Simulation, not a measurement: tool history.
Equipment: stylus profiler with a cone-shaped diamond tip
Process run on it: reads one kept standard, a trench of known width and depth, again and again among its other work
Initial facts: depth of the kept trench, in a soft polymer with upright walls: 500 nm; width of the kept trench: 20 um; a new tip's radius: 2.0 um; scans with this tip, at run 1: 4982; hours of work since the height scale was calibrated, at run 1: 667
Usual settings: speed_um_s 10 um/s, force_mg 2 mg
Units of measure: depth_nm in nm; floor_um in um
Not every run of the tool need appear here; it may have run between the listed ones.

run,hour,speed_um_s,force_mg,scans with this tip,hours of work since the height scale was calibrated,depth_nm,floor_um
1,0,10,2,4982,667,502.17,16.93
2,142,10,3.61,5561,745,504.19,16.86
3,222.6,10,2,5889,789,502.31,16.85
4,352.7,10,2,6419,860,502.57,16.76
5,461.5,10,2,6863,919,501.98,16.79
# hour 533.1: height scale calibrated on a step standard
6,591.8,10,2,7391,32,501.48,16.68
7,716.3,6,2.55,7899,100,501.7,16.72
8,841.1,3,3.39,8407,168,502.66,16.7
9,974.6,8,3.12,8951,241,502.55,16.66
10,1037.6,36,1.62,9208,275,500.64,16.4
11,1137.6,10,0.99,9615,330,499.81,16.5
12,1279.4,10,0.99,10193,407,499.36,16.5

Forecast each of these 4 alternatives for the next run:
# hour 1303.2: height scale calibrated on a step standard, once more
A,1402.9,3,1.46,10694,54,?,?
# hour 1303.2: height scale calibrated on a step standard, once more
B,1402.9,20,2,10694,54,?,?
# hour 1303.2: height scale calibrated on a step standard, once more
C,1402.9,4,2.49,10694,54,?,?
# hour 1303.2: height scale calibrated on a step standard, once more
D,1402.9,3,1.08,10694,54,?,?

run,depth_nm,floor_um
A,502.51,16.55
B,503.23,16.35
C,503.74,16.52
D,501.99,16.47
With the hidden condition removed and each run's random variation left untouched, the same runs would have given:
run,depth_nm,floor_um
A,502.75,17.35
B,503.46,17.15
C,503.97,17.32
D,502.23,17.27
